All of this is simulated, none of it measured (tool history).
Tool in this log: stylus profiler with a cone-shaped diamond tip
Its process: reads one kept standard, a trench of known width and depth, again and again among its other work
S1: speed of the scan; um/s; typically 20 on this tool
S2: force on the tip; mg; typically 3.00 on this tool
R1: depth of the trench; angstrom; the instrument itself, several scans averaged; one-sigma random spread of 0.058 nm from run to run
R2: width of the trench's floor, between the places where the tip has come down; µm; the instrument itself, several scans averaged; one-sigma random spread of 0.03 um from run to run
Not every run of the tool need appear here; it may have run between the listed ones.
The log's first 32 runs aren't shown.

| run | hour | S1 | S2 | R1 | R2 |
|---|---|---|---|---|---|
| 33 | 1930.5 | 10 | 2.60 | 5037.9 | 16.32 |
| 34 | 1972.1 | 53 | 2.72 | 5041.4 | 16.04 |
| 35 | 2027.2 | 53 | 2.72 | 5040.4 | 16.03 |
| 36 | 2091.5 | 10 | 1.63 | 5024.9 | 16.29 |
| 37 | 2161.4 | 34 | 3.15 | 5044.1 | 16.18 |
| 38 | 2196.6 | 68 | 3.00 | 5042.6 | 15.87 |
|  | 2202.1 | height scale calibrated on a step standard |
| 39 | 2268.6 | 71 | 1.94 | 5040.3 | 15.85 |
| 40 | 2330.0 | 14 | 7.67 | 5101.1 | 16.22 |
| 41 | 2393.4 | 37 | 1.06 | 5028.2 | 15.92 |
| 42 | 2469.9 | 17 | 2.70 | 5049.8 | 16.15 |
| 43 | 2536.4 | 39 | 3.40 | 5057.3 | 16.07 |
| 44 | 2592.0 | 59 | 7.70 | 5098.8 | 16.05 |
| 45 | 2666.5 | 59 | 7.70 | 5097.5 | 16.00 |

What if the next run were any one of these 4? Each begins from the tool's condition after run 45:
| A | 2728.4 | 20 | 7.10 | ? | ? |
| B | 2728.4 | 8 | 7.70 | ? | ? |
| C | 2728.4 | 10 | 1.34 | ? | ? |
| D | 2728.4 | 25 | 3.00 | ? | ? |

| run | R1 | R2 |
|---|---|---|
| A | 5092.6 | 16.17 |
| B | 5097.7 | 16.14 |
| C | 5029.8 | 16.04 |
| D | 5051.8 | 16.08 |
The same runs, with their run-to-run variation unchanged, on a tool lacking any hidden condition would have given:
| run | R1 | R2 |
|---|---|---|
| A | 5094.5 | 17.34 |
| B | 5099.6 | 17.30 |
| C | 5031.6 | 17.20 |
| D | 5053.6 | 17.24 |

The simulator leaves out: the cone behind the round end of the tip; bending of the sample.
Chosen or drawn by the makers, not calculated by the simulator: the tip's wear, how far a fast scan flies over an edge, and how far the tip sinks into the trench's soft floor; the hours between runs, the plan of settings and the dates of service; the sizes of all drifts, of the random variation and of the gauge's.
